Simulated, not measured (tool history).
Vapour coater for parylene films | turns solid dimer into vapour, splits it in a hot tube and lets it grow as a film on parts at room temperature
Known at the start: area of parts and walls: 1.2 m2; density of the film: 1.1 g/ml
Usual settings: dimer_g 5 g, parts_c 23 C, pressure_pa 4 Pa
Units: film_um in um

run   hour  dimer_g  parts_c  pressure_pa  film_um
  1      0        5       23            4     1.79
  2   18.5        2       23            4     0.71
  3   40.5        5       30            4      1.3
  4   68.8        5       30            4     1.27
  5   83.2        4       30            4     1.04
  6   99.5        4       30            4     1.02
  7  121.2        4       30            4     1.02
  8  142.9        3       23            4     1.06
  9  161.9        2       23            4     0.72
 10  177.7        2       23            4     0.69
 11  205.1        5       18            4     2.24
 12  219.2        5       18            4     2.25
 13  251.2        5       18            4     2.22
 14  279.9        5       18            4      2.2
 15  311.9        2       23            4     0.69
 16  343.3        2       23            4      0.7
 17    358        2       23            4     0.68
 18  371.9        2       23            4     0.69
 19  386.5        5       15         2.25     2.92
 20  408.9        5       17         3.99     2.28
 21  437.8        5       17         7.97     1.95
     440.6  -- table's thermometer calibrated
 22  452.1        5       23         6.86     1.48
 23  480.7        5       23         6.86     1.46
 24  506.3        5       23         6.86      1.5
 25  530.7        3       19         5.45     1.14
 26  562.6        3       23            4     1.02
     567.5  -- table's thermometer calibrated, once more
 27  594.2        3       23            4     1.06
 28  610.9        7       20         6.75     2.54
 29  640.9        7       20         6.75     2.51
 30  663.3        7       20         6.75      2.5
 31  694.5        9       20         6.75     3.23
 32  720.6        9       20         6.75     3.23

5 ways to go on from here, each from the tool as it stands after run 32. What would each give?
     735.9  -- trap's valve overhauled
  A  742.8        5       22         7.86        ?
     735.9  -- trap's valve overhauled
  B  742.8        8       25         5.72        ?
     735.9  -- trap's valve overhauled
  C  742.8        5       26         5.26        ?
     735.9  -- trap's valve overhauled
  D  742.8        4       25         2.65        ?
     735.9  -- trap's valve overhauled
  E  742.8        5       15            4        ?

run  film_um
  A     1.64
  B     2.47
  C     1.51
  D     1.49
  E     2.71
Without the tool's hidden state the same runs would have given:
run  film_um
  A     1.64
  B     2.47
  C     1.51
  D     1.49
  E     2.71
